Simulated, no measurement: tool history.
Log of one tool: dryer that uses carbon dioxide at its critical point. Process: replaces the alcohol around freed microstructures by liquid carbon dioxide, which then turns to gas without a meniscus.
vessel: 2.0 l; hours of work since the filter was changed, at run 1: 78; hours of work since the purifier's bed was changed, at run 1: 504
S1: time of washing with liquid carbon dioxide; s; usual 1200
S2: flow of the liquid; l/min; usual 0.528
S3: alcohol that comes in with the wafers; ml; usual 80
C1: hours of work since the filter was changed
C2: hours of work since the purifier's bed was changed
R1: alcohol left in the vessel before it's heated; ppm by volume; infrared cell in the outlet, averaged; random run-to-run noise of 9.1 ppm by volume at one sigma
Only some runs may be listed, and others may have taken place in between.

run 1 hour=0.0 | S1=1200 S2=0.528 S3=80 | C1=78 C2=504 | R1=743
run 2 hour=25.6 | S1=1200 S2=0.760 S3=80 | C1=96 C2=522 | R1=234
run 3 hour=52.9 | S1=1200 S2=0.760 S3=80 | C1=115 C2=541 | R1=234
run 4 hour=77.8 | S1=1140 S2=0.528 S3=80 | C1=133 C2=558 | R1=1025
run 5 hour=99.6 | S1=1140 S2=0.528 S3=80 | C1=148 C2=574 | R1=1086
run 6 hour=117.8 | S1=1140 S2=0.397 S3=80 | C1=161 C2=587 | R1=2587
run 7 hour=141.4 | S1=1140 S2=0.397 S3=80 | C1=178 C2=603 | R1=2621
-- hour=144.7 inlet filter changed
run 8 hour=164.5 | S1=1200 S2=0.528 S3=80 | C1=14 C2=619 | R1=663
run 9 hour=178.7 | S1=1200 S2=0.528 S3=80 | C1=24 C2=629 | R1=662
run 10 hour=193.6 | S1=1200 S2=0.528 S3=80 | C1=34 C2=639 | R1=683
run 11 hour=219.3 | S1=1200 S2=0.384 S3=80 | C1=52 C2=657 | R1=1903
run 12 hour=244.0 | S1=1200 S2=0.384 S3=80 | C1=70 C2=675 | R1=2017
run 13 hour=266.5 | S1=1200 S2=0.830 S3=80 | C1=86 C2=691 | R1=210
run 14 hour=286.0 | S1=720 S2=0.830 S3=80 | C1=99 C2=704 | R1=1020
run 15 hour=316.0 | S1=720 S2=0.830 S3=20 | C1=121 C2=726 | R1=378
run 16 hour=343.7 | S1=1200 S2=0.528 S3=80 | C1=140 C2=745 | R1=906
run 17 hour=367.0 | S1=1200 S2=0.735 S3=80 | C1=157 C2=761 | R1=337
run 18 hour=381.5 | S1=1500 S2=0.528 S3=80 | C1=167 C2=772 | R1=469
-- hour=399.9 inlet filter changed
run 19 hour=410.0 | S1=1200 S2=0.528 S3=31 | C1=7 C2=791 | R1=361
run 20 hour=430.8 | S1=1200 S2=0.528 S3=31 | C1=22 C2=806 | R1=383
run 21 hour=451.2 | S1=1200 S2=0.528 S3=80 | C1=36 C2=820 | R1=745
run 22 hour=463.7 | S1=1200 S2=0.528 S3=80 | C1=45 C2=829 | R1=740
run 23 hour=489.4 | S1=1200 S2=0.528 S3=80 | C1=63 C2=847 | R1=761
run 24 hour=511.6 | S1=1920 S2=0.399 S3=94 | C1=79 C2=863 | R1=484
run 25 hour=527.8 | S1=840 S2=0.396 S3=102 | C1=90 C2=874 | R1=6100
run 26 hour=540.0 | S1=1200 S2=0.371 S3=22 | C1=99 C2=883 | R1=757
run 27 hour=562.1 | S1=1200 S2=0.720 S3=20 | C1=114 C2=898 | R1=224
-- hour=589.1 purifier's bed changed
run 28 hour=594.4 | S1=1680 S2=0.355 S3=40 | C1=135 C2=4 | R1=471
run 29 hour=613.7 | S1=1680 S2=0.355 S3=40 | C1=148 C2=17 | R1=492
run 30 hour=632.7 | S1=1680 S2=0.355 S3=40 | C1=162 C2=31 | R1=499
run 31 hour=653.4 | S1=1740 S2=0.547 S3=69 | C1=176 C2=45 | R1=104
-- hour=658.6 inlet filter changed
run 32 hour=669.1 | S1=1740 S2=0.547 S3=69 | C1=7 C2=56 | R1=62
run 33 hour=683.4 | S1=1440 S2=0.528 S3=99 | C1=18 C2=66 | R1=293
run 34 hour=696.2 | S1=1320 S2=0.623 S3=115 | C1=27 C2=75 | R1=244
run 35 hour=723.9 | S1=1800 S2=0.687 S3=80 | C1=46 C2=94 | R1=40
run 36 hour=752.4 | S1=1260 S2=0.679 S3=105 | C1=66 C2=114 | R1=219
run 37 hour=766.3 | S1=780 S2=0.351 S3=69 | C1=76 C2=124 | R1=5657
run 38 hour=795.1 | S1=780 S2=0.351 S3=79 | C1=96 C2=144 | R1=6859
run 39 hour=809.0 | S1=780 S2=0.351 S3=79 | C1=106 C2=154 | R1=7021
run 40 hour=825.5 | S1=1380 S2=0.351 S3=79 | C1=118 C2=166 | R1=1866
run 41 hour=839.3 | S1=1380 S2=0.751 S3=116 | C1=127 C2=175 | R1=124
run 42 hour=855.2 | S1=840 S2=0.664 S3=104 | C1=139 C2=187 | R1=1684
run 43 hour=879.7 | S1=840 S2=0.664 S3=104 | C1=156 C2=204 | R1=1681
run 44 hour=900.4 | S1=1680 S2=0.450 S3=104 | C1=170 C2=219 | R1=553
-- hour=913.7 inlet filter changed
run 45 hour=929.6 | S1=1680 S2=0.450 S3=104 | C1=11 C2=238 | R1=340
run 46 hour=959.6 | S1=1500 S2=0.765 S3=39 | C1=32 C2=260 | R1=63

What if the next run were any one of these 5? Each begins from the tool's condition after run 46:
run A hour=979.3 | S1=1200 S2=0.450 S3=80 | C1=46 C2=273 | R1=?
run B hour=979.3 | S1=1200 S2=0.528 S3=26 | C1=46 C2=273 | R1=?
run C hour=979.3 | S1=1020 S2=0.464 S3=85 | C1=46 C2=273 | R1=?
run D hour=979.3 | S1=1620 S2=0.561 S3=104 | C1=46 C2=273 | R1=?
run E hour=979.3 | S1=1500 S2=0.707 S3=39 | C1=46 C2=273 | R1=?

run=A R1=1155
run=B R1=252
run=C R1=1792
run=D R1=174
run=E R1=78
What these runs would have given with no unlogged condition in the tool:
run=A R1=985
run=B R1=174
run=C R1=1580
run=D R1=101
run=E R1=20

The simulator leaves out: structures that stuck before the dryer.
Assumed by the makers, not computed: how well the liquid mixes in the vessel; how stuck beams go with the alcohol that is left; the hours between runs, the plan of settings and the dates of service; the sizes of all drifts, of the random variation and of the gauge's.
